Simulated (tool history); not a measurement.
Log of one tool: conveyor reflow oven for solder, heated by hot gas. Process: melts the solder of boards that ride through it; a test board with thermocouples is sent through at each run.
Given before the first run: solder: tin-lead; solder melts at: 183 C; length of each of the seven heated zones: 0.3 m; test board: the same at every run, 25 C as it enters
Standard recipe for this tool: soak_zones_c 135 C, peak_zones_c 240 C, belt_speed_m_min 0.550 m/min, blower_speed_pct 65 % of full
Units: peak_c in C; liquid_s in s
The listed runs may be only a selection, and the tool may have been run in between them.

run,day,soak_zones_c,peak_zones_c,belt_speed_m_min,blower_speed_pct,peak_c,liquid_s
1,0.000,135,240,0.550,65,217.6,47.8
2,1.121,137,240,0.550,65,217.9,48.2
3,2.671,137,240,0.550,65,218.7,48.2
4,3.596,135,240,0.550,65,217.6,46.8
5,4.946,135,240,0.550,65,217.1,47.3
6,5.842,135,240,0.529,65,218.3,50.3
7,6.779,135,240,0.529,65,217.9,49.8
8,7.917,135,240,0.529,65,218.7,49.9
9,9.179,135,240,0.529,65,219.1,50.2
10,10.179,135,240,0.529,65,218.2,50.7
11,10.946,135,240,0.529,65,218.4,49.8
12,12.254,135,240,0.529,65,218.4,50.0
13,13.283,135,240,0.529,65,219.4,51.1
14,14.233,135,240,0.529,65,218.8,51.1
15,15.375,123,240,0.529,65,216.8,44.8
16,16.983,123,240,0.529,65,216.2,43.9
17,17.754,123,240,0.529,65,216.2,45.1
18,19.092,126,240,0.508,65,218.0,49.1
19,20.383,126,240,0.508,65,219.0,49.1
20,21.333,126,240,0.508,65,218.6,50.0
21,22.929,126,240,0.508,65,218.7,49.7
# day 24.754: flux residue cleaned out of gas plates and filters
22,24.804,135,240,0.546,65,217.7,48.0
23,26.367,135,240,0.546,65,218.0,48.7
24,27.175,135,240,0.550,79,223.3,50.7
25,28.138,144,240,0.550,79,224.3,54.1
26,29.400,135,240,0.516,86,226.7,57.4
27,30.321,126,244,0.485,86,230.6,60.5
28,31.608,126,244,0.485,86,231.0,61.4
29,32.633,126,244,0.485,86,230.8,61.6
30,33.583,126,244,0.486,77,229.6,58.8
31,34.862,126,244,0.486,77,227.9,60.0

3 options for the next run, each taken on its own from the tool as it stands now. Forecast them:
A,35.675,146,244,0.443,77,?,?
B,35.675,121,240,0.550,52,?,?
C,35.675,135,230,0.568,67,?,?

run,peak_c,liquid_s
A,234.5,74.4
B,206.7,34.2
C,209.2,39.0
Without the tool's hidden state the same runs would have given:
run,peak_c,liquid_s
A,234.5,74.2
B,206.7,34.1
C,209.2,39.0
